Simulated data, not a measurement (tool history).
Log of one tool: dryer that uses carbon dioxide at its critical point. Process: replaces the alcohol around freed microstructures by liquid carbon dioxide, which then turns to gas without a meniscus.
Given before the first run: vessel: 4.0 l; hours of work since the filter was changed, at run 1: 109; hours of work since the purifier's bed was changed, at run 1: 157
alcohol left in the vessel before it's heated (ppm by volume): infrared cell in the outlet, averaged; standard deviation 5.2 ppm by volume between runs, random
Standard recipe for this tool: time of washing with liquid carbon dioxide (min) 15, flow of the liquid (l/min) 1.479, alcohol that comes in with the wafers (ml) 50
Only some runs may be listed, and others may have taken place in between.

run    hour  time of washing with liquid carbon dioxide (min)  flow of the liquid (l/min)  alcohol that comes in with the wafers (ml)  hours of work since the filter was changed  hours of work since the purifier's bed was changed  alcohol left in the vessel before it's heated (ppm by volume)
  1       0                                                15                       1.479                                          50                                         109                                                 157                                                            122
  2    44.6                                                15                       1.479                                          50                                         129                                                 176                                                            126
  3    67.5                                                15                       1.479                                          50                                         139                                                 187                                                            124
  4    92.6                                                15                       1.479                                          50                                         150                                                 198                                                            139
  5   124.7                                                15                       1.479                                          50                                         164                                                 212                                                            136
  6   146.7                                                15                       1.479                                          50                                         174                                                 221                                                            135
  7   182.2                                                20                       1.479                                          50                                         189                                                 237                                                             62
  8   202.9                                                20                       1.479                                          50                                         199                                                 246                                                             64
  9   244.8                                                20                       1.479                                          50                                         217                                                 264                                                             61
 10   269.6                                                20                       1.479                                          42                                         228                                                 275                                                             79
 11   317.4                                                20                       1.479                                          42                                         249                                                 296                                                             73
 12   354.7                                                20                       1.479                                          42                                         265                                                 313                                                             81
 13   402.8                                                20                        1.16                                          42                                         286                                                 334                                                            136
 14   434.7                                                20                        1.16                                         116                                         300                                                 348                                                            279
 15   476.5                                                15                       1.479                                          50                                         319                                                 366                                                            168
 16     517                                                15                       1.479                                          50                                         337                                                 384                                                            179
 17   545.4                                                15                       1.479                                          50                                         349                                                 396                                                            189
 18   594.2                                                15                       1.479                                          24                                         370                                                 418                                                            131
 19   629.7                                                15                       1.479                                          24                                         386                                                 433                                                            141
 20   659.1                                                15                       1.479                                          24                                         399                                                 446                                                            139
 21   699.5                                                15                       1.479                                          24                                         417                                                 464                                                            147
 22   734.1                                                15                        1.69                                          50                                         432                                                 479                                                            150
      743.6  -- inlet filter changed
 23   761.9                                                15                        1.69                                          50                                           8                                                 491                                                            132
 24     789                                                15                       1.479                                          58                                          20                                                 503                                                            201
 25   813.2                                                15                       1.479                                          58                                          31                                                 514                                                            198
 26   840.9                                                15                       1.479                                          58                                          43                                                 526                                                            198
 27   869.5                                                21                        0.94                                          58                                          55                                                 538                                                            309
 28   910.3                                                21                        0.94                                          58                                          73                                                 556                                                            310
 29   950.5                                                19                        2.31                                          50                                          91                                                 574                                                            111
 30   973.6                                                23                        2.31                                          50                                         101                                                 584                                                            109
 31  1007.5                                                23                        2.31                                          50                                         116                                                 599                                                            118
 32  1028.7                                                18                        0.98                                          31                                         125                                                 608                                                            294
 33  1051.9                                                15                       1.479                                          49                                         135                                                 618                                                            196
 34  1085.9                                                 9                        2.18                                          79                                         150                                                 633                                                            338
 35  1108.1                                                17                       1.479                                          39                                         160                                                 643                                                            158
 36  1138.3                                                17                       1.479                                          39                                         173                                                 656                                                            172
 37  1181.6                                                17                       1.479                                          39                                         192                                                 675                                                            162
 38  1223.5                                                23                        0.99                                          39                                         211                                                 694                                                            204
 39  1257.6                                                15                        0.99                                          39                                         226                                                 709                                                            558
 40  1292.9                                                15                        0.99                                          39                                         241                                                 724                                                            571
 41  1318.1                                                15                       1.479                                          76                                         252                                                 735                                                            295
 42  1347.1                                                15                        1.81                                          60                                         265                                                 748                                                            172
 43  1373.9                                                11                        1.02                                          49                                         277                                                 760                                                           1331
 44  1414.9                                                10                        1.07                                         101                                         295                                                 778                                                           2889
 45  1449.2                                                14                        1.94                                         115                                         310                                                 793                                                            215
 46  1496.1                                                14                        1.94                                         115                                         330                                                 813                                                            214
 47  1521.2                                                14                        1.94                                          28                                         342                                                 825                                                            164

Alternative continuations, all from the tool just after run 47; predict every row:
  A  1556.1                                                16                       1.479                                          46                                         357                                                 840                                                              ?
  B  1556.1                                                23                        2.44                                          64                                         357                                                 840                                                              ?
  C  1556.1                                                17                        1.18                                          37                                         357                                                 840                                                              ?

run  alcohol left in the vessel before it's heated (ppm by volume)
  A                                                            225
  B                                                            149
  C                                                            297
With the hidden condition removed and each run's random variation left untouched, the same runs would have given:
run  alcohol left in the vessel before it's heated (ppm by volume)
  A                                                             61
  B                                                              5
  C                                                            117
